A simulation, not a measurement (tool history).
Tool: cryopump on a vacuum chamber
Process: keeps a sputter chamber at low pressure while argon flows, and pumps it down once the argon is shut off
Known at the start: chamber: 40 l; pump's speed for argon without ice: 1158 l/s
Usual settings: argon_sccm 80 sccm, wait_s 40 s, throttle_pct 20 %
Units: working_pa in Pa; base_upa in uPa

run	hour	argon_sccm	wait_s	throttle_pct	working_pa	base_upa
1	0.0	80	40	20	0.6039	4.06
2	53.1	80	25	20	0.6083	5.76
3	95.2	80	25	20	0.6088	5.95
4	142.3	80	25	20	0.6090	5.80
5	187.8	80	25	20	0.6113	5.89
6	236.3	80	40	20	0.6135	4.52
7	298.8	80	40	20	0.6150	4.53
8	354.9	80	40	20	0.5884	4.24
9	385.0	80	40	20	0.5867	4.09
10	447.2	80	40	20	0.5873	4.27
11	494.9	80	40	20	0.5865	4.27
12	549.3	80	40	20	0.5901	4.19
13	578.6	128	40	20	0.9453	4.45
14	639.8	80	40	37	0.3234	4.43
15	672.7	80	40	24	0.4966	4.55
16	720.4	57	150	23	0.3689	2.50
17	751.5	91	199	35	0.3938	0.89
18	804.6	52	218	57	0.1409	0.90
19	846.7	52	218	57	0.1420	0.94
20	906.9	52	66	47	0.1716	2.15
21	950.1	45	40	21	0.3204	3.21
22	992.4	123	40	18	1.0250	3.41
23	1035.6	123	40	18	1.0265	3.42
24	1085.1	157	33	16	1.4689	3.84
25	1127.2	74	265	28	0.4029	1.10
26	1193.4	138	28	27	0.7887	4.83
27	1231.2	138	28	27	0.7860	4.61
28	1276.7	138	28	27	0.7912	4.91
29	1340.1	92	138	21	0.6737	1.69

Not shown: 2 entries that the log had between the listed runs. Between which runs, and how does the tool's hidden state differ before and after?
Between runs 7 and 8: pump warmed up, emptied and cooled again (hour 314.8)
  pump's speed, % of a pump's without ice: 79.6 -> 99.1; cold plate's temperature, K: 12.33 -> 12.34; leak into the chamber, uPa l/s: 1535 -> 1576
  measured less the result without the state, working_pa: +0.0310 -> +0.0019 Pa; base_upa: +1.45 -> +1.14 uPa
Between runs 16 and 17: leaking fittings of the chamber tightened, without venting (hour 747.5)
  pump's speed, % of a pump's without ice: 93 -> 92.4; leak into the chamber, uPa l/s: 1900 -> 342
  measured less the result without the state, working_pa: +0.0071 -> +0.0122 Pa; base_upa: +1.49 -> +0.06 uPa
